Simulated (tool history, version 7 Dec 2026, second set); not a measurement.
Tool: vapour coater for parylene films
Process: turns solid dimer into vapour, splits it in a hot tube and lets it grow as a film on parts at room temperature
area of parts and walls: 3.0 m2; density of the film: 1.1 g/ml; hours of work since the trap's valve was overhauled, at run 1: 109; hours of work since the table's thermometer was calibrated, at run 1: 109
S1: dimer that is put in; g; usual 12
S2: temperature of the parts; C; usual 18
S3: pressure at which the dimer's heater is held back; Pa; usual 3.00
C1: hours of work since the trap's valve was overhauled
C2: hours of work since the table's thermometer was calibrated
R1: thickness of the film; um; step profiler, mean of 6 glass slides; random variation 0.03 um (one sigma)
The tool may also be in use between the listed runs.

| run | hour | S1 | S2 | S3 | C1 | C2 | R1 |
|---|---|---|---|---|---|---|---|
| 1 | 0.0 | 12 | 18 | 3.00 | 109 | 109 | 2.90 |
| 2 | 32.9 | 16 | 18 | 3.00 | 133 | 133 | 3.90 |
| 3 | 99.9 | 16 | 18 | 3.00 | 182 | 182 | 3.87 |
| 4 | 155.9 | 12 | 18 | 3.00 | 224 | 224 | 2.90 |
| 5 | 209.9 | 12 | 18 | 3.00 | 263 | 263 | 2.86 |
| 6 | 247.8 | 12 | 18 | 3.00 | 291 | 291 | 2.83 |
| 7 | 319.9 | 12 | 18 | 3.85 | 344 | 344 | 2.69 |
| 8 | 372.7 | 12 | 18 | 3.85 | 383 | 383 | 2.64 |
| 9 | 438.8 | 12 | 13 | 3.00 | 432 | 432 | 3.43 |
| 10 | 496.5 | 12 | 18 | 3.00 | 474 | 474 | 2.76 |
|  | 524.2 | trap's valve overhauled |
| 11 | 578.0 | 12 | 28 | 3.00 | 40 | 531 | 1.71 |
| 12 | 629.2 | 12 | 15 | 3.00 | 77 | 569 | 3.01 |
| 13 | 688.1 | 12 | 15 | 3.00 | 121 | 612 | 3.06 |
| 14 | 746.7 | 11 | 21 | 3.20 | 164 | 655 | 2.07 |
| 15 | 820.7 | 12 | 20 | 3.00 | 218 | 709 | 2.36 |
| 16 | 853.1 | 22 | 28 | 5.50 | 242 | 733 | 2.66 |
|  | 904.8 | trap's valve overhauled, once more |
| 17 | 921.3 | 12 | 25 | 3.46 | 12 | 781 | 2.03 |
| 18 | 980.1 | 12 | 25 | 3.46 | 55 | 824 | 2.03 |
| 19 | 1028.6 | 12 | 25 | 3.46 | 91 | 859 | 2.01 |
| 20 | 1081.1 | 12 | 25 | 3.46 | 130 | 898 | 2.00 |
| 21 | 1142.6 | 12 | 25 | 3.46 | 175 | 943 | 2.00 |
| 22 | 1189.5 | 14 | 25 | 3.21 | 209 | 978 | 2.39 |
| 23 | 1241.8 | 14 | 25 | 3.21 | 248 | 1016 | 2.36 |
| 24 | 1283.7 | 20 | 18 | 2.92 | 279 | 1047 | 4.71 |
| 25 | 1353.5 | 20 | 18 | 2.92 | 330 | 1098 | 4.63 |

Forecast each of these 3 alternatives for the next run:
|  | 1359.2 | table's thermometer calibrated |
| A | 1402.0 | 15 | 18 | 3.00 | 365 | 31 | ? |
|  | 1359.2 | table's thermometer calibrated |
| B | 1402.0 | 8 | 18 | 2.34 | 365 | 31 | ? |
|  | 1359.2 | table's thermometer calibrated |
| C | 1402.0 | 13 | 18 | 3.00 | 365 | 31 | ? |

| run | R1 |
|---|---|
| A | 3.56 |
| B | 2.04 |
| C | 3.10 |
Without the tool's hidden state the same runs would have given:
| run | R1 |
|---|---|
| A | 3.68 |
| B | 2.11 |
| C | 3.20 |
